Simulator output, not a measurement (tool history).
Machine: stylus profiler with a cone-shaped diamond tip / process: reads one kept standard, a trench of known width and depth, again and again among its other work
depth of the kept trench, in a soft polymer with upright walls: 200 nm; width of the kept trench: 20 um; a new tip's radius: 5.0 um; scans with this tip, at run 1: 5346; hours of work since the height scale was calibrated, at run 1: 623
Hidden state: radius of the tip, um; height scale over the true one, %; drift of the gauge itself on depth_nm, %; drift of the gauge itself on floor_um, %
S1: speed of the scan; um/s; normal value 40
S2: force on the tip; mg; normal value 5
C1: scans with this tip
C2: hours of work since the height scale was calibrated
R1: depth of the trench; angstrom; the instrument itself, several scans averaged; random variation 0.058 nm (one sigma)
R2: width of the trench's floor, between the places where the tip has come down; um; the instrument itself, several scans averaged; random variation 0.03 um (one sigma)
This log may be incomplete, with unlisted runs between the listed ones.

run	day	S1	S2	C1	C2	R1	R2
1	0	40	5	5346	623	2046.7	16.78
2	0.625	40	5	5429	632	2048.1	16.79
3	1.112	40	5	5494	640	2048	16.78
4	2.017	40	5	5615	654	2047.6	16.78
5	2.75	40	5.74	5713	665	2052.6	16.73
6	3.725	40	5.74	5844	681	2051.7	16.72
7	4.617	99	9.06	5963	694	2070.8	16.69
8	5.512	13	14.92	6082	708	2095.4	16.86
9	6.408	39	2.97	6202	722	2035.4	16.7
10	6.904	39	2.97	6268	730	2034.8	16.7
11	7.521	39	2.97	6351	740	2034.4	16.67
12	8.562	120	3.24	6490	756	2037.5	16.49

Selected run-to-run steps in R1, each split into two signed amounts: the part the tool would show with no hidden state at all (from settings, incoming material and random variation), and the remainder, which goes to the hidden state together with any gauge scatter not common to the measured and the hidden-state-free results:
Run 3 -> 4: no setting touched and nothing written in the log between the runs. R1 -0.4 angstrom: hidden state +0.1, all else -0.5.
Run 8 -> 9: S1 13 -> 39, S2 14.92 -> 2.97. R1 -60 angstrom: hidden state -0.1, all else -59.9.
